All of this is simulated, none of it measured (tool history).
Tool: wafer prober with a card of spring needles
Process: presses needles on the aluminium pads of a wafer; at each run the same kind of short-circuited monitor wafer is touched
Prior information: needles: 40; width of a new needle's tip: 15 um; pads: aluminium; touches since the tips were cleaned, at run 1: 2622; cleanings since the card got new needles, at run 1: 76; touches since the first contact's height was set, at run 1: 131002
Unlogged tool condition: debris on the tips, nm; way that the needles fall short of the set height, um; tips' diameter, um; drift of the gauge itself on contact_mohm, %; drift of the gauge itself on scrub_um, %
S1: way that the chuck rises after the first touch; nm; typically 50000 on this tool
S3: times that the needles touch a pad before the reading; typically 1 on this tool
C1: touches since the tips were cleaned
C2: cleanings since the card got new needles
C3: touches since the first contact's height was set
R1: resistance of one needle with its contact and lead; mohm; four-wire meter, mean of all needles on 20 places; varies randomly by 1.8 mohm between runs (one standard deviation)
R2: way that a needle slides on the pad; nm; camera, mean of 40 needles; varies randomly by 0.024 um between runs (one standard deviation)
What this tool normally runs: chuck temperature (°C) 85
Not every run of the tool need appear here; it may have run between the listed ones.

{"run": 1, "hour": 0.0, "S1": 50000, "chuck temperature (°C)": 85, "S3": 1, "C1": 2622, "C2": 76, "C3": 131002, "R1": 180, "R2": 13110}
{"hour": 9.7, "done": "tips cleaned on abrasive film"}
{"hour": 26.0, "done": "tips cleaned on abrasive film"}
{"run": 2, "hour": 34.4, "S1": 50000, "chuck temperature (°C)": 35, "S3": 1, "C1": 2970, "C2": 78, "C3": 143158, "R1": 171, "R2": 13070}
{"hour": 41.7, "done": "tips cleaned on abrasive film"}
{"hour": 57.1, "done": "tips cleaned on abrasive film"}
{"hour": 71.9, "done": "tips cleaned on abrasive film"}
{"run": 3, "hour": 71.9, "S1": 68000, "chuck temperature (°C)": 85, "S3": 1, "C1": 0, "C2": 81, "C3": 156421, "R1": 178, "R2": 17750}
{"hour": 88.9, "done": "tips cleaned on abrasive film"}
{"run": 4, "hour": 96.7, "S1": 50000, "chuck temperature (°C)": 119, "S3": 1, "C1": 2786, "C2": 82, "C3": 165219, "R1": 187, "R2": 13100}
{"hour": 104.1, "done": "tips cleaned on abrasive film"}
{"hour": 121.5, "done": "tips cleaned on abrasive film"}
{"hour": 132.4, "done": "height of the first contact set anew"}
{"hour": 139.8, "done": "tips cleaned on abrasive film"}
{"run": 5, "hour": 153.7, "S1": 50000, "chuck temperature (°C)": 85, "S3": 1, "C1": 4947, "C2": 85, "C3": 7541, "R1": 182, "R2": 13080}
{"hour": 157.4, "done": "tips cleaned on abrasive film"}
{"hour": 175.7, "done": "tips cleaned on abrasive film"}
{"hour": 193.1, "done": "tips cleaned on abrasive film"}
{"hour": 210.8, "done": "tips cleaned on abrasive film"}
{"run": 6, "hour": 212.5, "S1": 50000, "chuck temperature (°C)": 96, "S3": 1, "C1": 587, "C2": 89, "C3": 28318, "R1": 182, "R2": 13050}
{"hour": 225.8, "done": "tips cleaned on abrasive film"}
{"hour": 241.2, "done": "tips cleaned on abrasive film"}
{"run": 7, "hour": 241.2, "S1": 50000, "chuck temperature (°C)": 96, "S3": 1, "C1": 0, "C2": 91, "C3": 38487, "R1": 183, "R2": 13040}
{"hour": 258.9, "done": "tips cleaned on abrasive film"}
{"run": 8, "hour": 269.6, "S1": 50000, "chuck temperature (°C)": 96, "S3": 1, "C1": 3810, "C2": 92, "C3": 48534, "R1": 181, "R2": 13080}
{"hour": 275.8, "done": "tips cleaned on abrasive film"}
{"hour": 292.3, "done": "tips cleaned on abrasive film"}
{"run": 9, "hour": 296.5, "S1": 50000, "chuck temperature (°C)": 85, "S3": 1, "C1": 1488, "C2": 94, "C3": 58030, "R1": 176, "R2": 12990}
{"hour": 307.5, "done": "tips cleaned on abrasive film"}
{"run": 10, "hour": 322.0, "S1": 50000, "chuck temperature (°C)": 85, "S3": 1, "C1": 5171, "C2": 95, "C3": 67091, "R1": 178, "R2": 12960}
{"hour": 325.5, "done": "tips cleaned on abrasive film"}
{"hour": 341.7, "done": "tips cleaned on abrasive film"}
{"hour": 358.9, "done": "tips cleaned on abrasive film"}
{"hour": 376.3, "done": "tips cleaned on abrasive film"}
{"run": 11, "hour": 376.3, "S1": 50000, "chuck temperature (°C)": 85, "S3": 1, "C1": 0, "C2": 99, "C3": 86275, "R1": 181, "R2": 12990}
{"hour": 394.0, "done": "tips cleaned on abrasive film"}
{"hour": 412.3, "done": "tips cleaned on abrasive film"}
{"run": 12, "hour": 416.4, "S1": 50000, "chuck temperature (°C)": 85, "S3": 1, "C1": 1471, "C2": 101, "C3": 100462, "R1": 179, "R2": 12980}
{"hour": 429.5, "done": "tips cleaned on abrasive film"}
{"hour": 444.9, "done": "tips cleaned on abrasive film"}
{"run": 13, "hour": 446.3, "S1": 50000, "chuck temperature (°C)": 85, "S3": 1, "C1": 491, "C2": 103, "C3": 111025, "R1": 182, "R2": 12940}
{"hour": 460.2, "done": "tips cleaned on abrasive film"}
{"hour": 477.5, "done": "tips cleaned on abrasive film"}
{"hour": 495.8, "done": "tips cleaned on abrasive film"}
{"run": 14, "hour": 505.4, "S1": 50000, "chuck temperature (°C)": 27, "S3": 1, "C1": 3427, "C2": 106, "C3": 131973, "R1": 167, "R2": 12920}
{"hour": 512.2, "done": "tips cleaned on abrasive film"}
{"hour": 530.5, "done": "tips cleaned on abrasive film"}
{"hour": 548.4, "done": "tips cleaned on abrasive film"}
{"run": 15, "hour": 561.7, "S1": 50000, "chuck temperature (°C)": 85, "S3": 2, "C1": 4720, "C2": 109, "C3": 151893, "R1": 181, "R2": 12940}
{"hour": 564.6, "done": "tips cleaned on abrasive film"}
{"hour": 580.9, "done": "tips cleaned on abrasive film"}
{"hour": 596.5, "done": "tips cleaned on abrasive film"}
{"hour": 612.3, "done": "tips cleaned on abrasive film"}
{"run": 16, "hour": 620.8, "S1": 42000, "chuck temperature (°C)": 85, "S3": 3, "C1": 3050, "C2": 113, "C3": 172799, "R1": 183, "R2": 10850}
{"hour": 628.0, "done": "tips cleaned on abrasive film"}
{"hour": 634.5, "done": "height of the first contact set anew"}
{"hour": 644.1, "done": "tips cleaned on abrasive film"}
{"hour": 659.9, "done": "tips cleaned on abrasive film"}
{"run": 17, "hour": 659.9, "S1": 51000, "chuck temperature (°C)": 27, "S3": 3, "C1": 0, "C2": 116, "C3": 8952, "R1": 168, "R2": 13170}
{"hour": 678.2, "done": "tips cleaned on abrasive film"}
{"hour": 694.6, "done": "tips cleaned on abrasive film"}
{"hour": 711.6, "done": "tips cleaned on abrasive film"}
{"run": 18, "hour": 711.6, "S1": 51000, "chuck temperature (°C)": 27, "S3": 3, "C1": 0, "C2": 119, "C3": 27247, "R1": 167, "R2": 13170}
{"hour": 727.7, "done": "tips cleaned on abrasive film"}
{"hour": 744.5, "done": "tips cleaned on abrasive film"}
{"run": 19, "hour": 755.1, "S1": 51000, "chuck temperature (°C)": 27, "S3": 3, "C1": 3765, "C2": 121, "C3": 42648, "R1": 166, "R2": 13140}
{"hour": 762.4, "done": "tips cleaned on abrasive film"}
{"hour": 780.1, "done": "tips cleaned on abrasive film"}
{"run": 20, "hour": 784.1, "S1": 51000, "chuck temperature (°C)": 27, "S3": 3, "C1": 1444, "C2": 123, "C3": 52911, "R1": 168, "R2": 13080}
{"hour": 796.8, "done": "tips cleaned on abrasive film"}
{"hour": 815.0, "done": "gauge calibrated"}
{"hour": 815.1, "done": "tips cleaned on abrasive film"}
{"run": 21, "hour": 827.5, "S1": 51000, "chuck temperature (°C)": 27, "S3": 3, "C1": 4425, "C2": 125, "C3": 68283, "R1": 170, "R2": 13380}
{"hour": 831.2, "done": "tips cleaned on abrasive film"}
{"hour": 848.3, "done": "tips cleaned on abrasive film"}
{"hour": 865.4, "done": "tips cleaned on abrasive film"}
{"hour": 882.2, "done": "tips cleaned on abrasive film"}
{"run": 22, "hour": 885.7, "S1": 48000, "chuck temperature (°C)": 77, "S3": 3, "C1": 1270, "C2": 129, "C3": 88869, "R1": 180, "R2": 12540}
{"hour": 898.5, "done": "tips cleaned on abrasive film"}
{"hour": 916.5, "done": "tips cleaned on abrasive film"}
{"run": 23, "hour": 918.5, "S1": 48000, "chuck temperature (°C)": 28, "S3": 2, "C1": 727, "C2": 131, "C3": 100469, "R1": 169, "R2": 12570}
{"hour": 932.7, "done": "tips cleaned on abrasive film"}
{"hour": 947.9, "done": "tips cleaned on abrasive film"}
{"run": 24, "hour": 947.9, "S1": 64000, "chuck temperature (°C)": 30, "S3": 2, "C1": 0, "C2": 133, "C3": 110835, "R1": 167, "R2": 16710}
{"hour": 964.7, "done": "tips cleaned on abrasive film"}
{"hour": 982.0, "done": "tips cleaned on abrasive film"}
{"run": 25, "hour": 995.4, "S1": 64000, "chuck temperature (°C)": 30, "S3": 2, "C1": 4758, "C2": 135, "C3": 127672, "R1": 165, "R2": 16710}
{"hour": 999.1, "done": "tips cleaned on abrasive film"}
{"hour": 1015.8, "done": "tips cleaned on abrasive film"}
{"hour": 1032.5, "done": "tips cleaned on abrasive film"}
{"run": 26, "hour": 1035.3, "S1": 44000, "chuck temperature (°C)": 28, "S3": 3, "C1": 1027, "C2": 138, "C3": 141791, "R1": 172, "R2": 11450}
{"hour": 1048.9, "done": "tips cleaned on abrasive film"}
{"hour": 1065.3, "done": "tips cleaned on abrasive film"}
{"run": 27, "hour": 1076.6, "S1": 36000, "chuck temperature (°C)": 28, "S3": 3, "C1": 4024, "C2": 140, "C3": 156416, "R1": 172, "R2": 9380}
{"hour": 1080.4, "done": "tips cleaned on abrasive film"}
{"hour": 1097.5, "done": "tips cleaned on abrasive film"}
{"run": 28, "hour": 1101.8, "S1": 45000, "chuck temperature (°C)": 61, "S3": 1, "C1": 1538, "C2": 142, "C3": 165307, "R1": 180, "R2": 11720}
{"hour": 1112.9, "done": "tips cleaned on abrasive film"}
{"hour": 1130.9, "done": "tips cleaned on abrasive film"}
{"hour": 1134.5, "done": "height of the first contact set anew"}
{"run": 29, "hour": 1145.5, "S1": 54000, "chuck temperature (°C)": 84, "S3": 1, "C1": 5083, "C2": 144, "C3": 3918, "R1": 182, "R2": 14060}

Each row is a separate what-if for the run after 29, all from the same tool condition, not one after another. Results?
{"hour": 1149.1, "done": "tips cleaned on abrasive film"}
{"hour": 1165.7, "done": "tips cleaned on abrasive film"}
{"run": "A", "hour": 1174.1, "S1": 44000, "chuck temperature (°C)": 85, "S3": 2, "C1": 2984, "C2": 146, "C3": 14020, "R1": "?", "R2": "?"}
{"hour": 1149.1, "done": "tips cleaned on abrasive film"}
{"hour": 1165.7, "done": "tips cleaned on abrasive film"}
{"run": "B", "hour": 1174.1, "S1": 40000, "chuck temperature (°C)": 84, "S3": 1, "C1": 2984, "C2": 146, "C3": 14020, "R1": "?", "R2": "?"}
{"hour": 1149.1, "done": "tips cleaned on abrasive film"}
{"hour": 1165.7, "done": "tips cleaned on abrasive film"}
{"run": "C", "hour": 1174.1, "S1": 31000, "chuck temperature (°C)": 84, "S3": 3, "C1": 2984, "C2": 146, "C3": 14020, "R1": "?", "R2": "?"}
{"hour": 1149.1, "done": "tips cleaned on abrasive film"}
{"hour": 1165.7, "done": "tips cleaned on abrasive film"}
{"run": "D", "hour": 1174.1, "S1": 41000, "chuck temperature (°C)": 84, "S3": 1, "C1": 2984, "C2": 146, "C3": 14020, "R1": "?", "R2": "?"}

run=A R1=181 R2=11440
run=B R1=186 R2=10390
run=C R1=183 R2=8010
run=D R1=185 R2=10620
The same runs, with their run-to-run variation unchanged, on a tool lacking any hidden condition would have given:
run=A R1=181 R2=11540
run=B R1=186 R2=10480
run=C R1=183 R2=8090
run=D R1=185 R2=10710
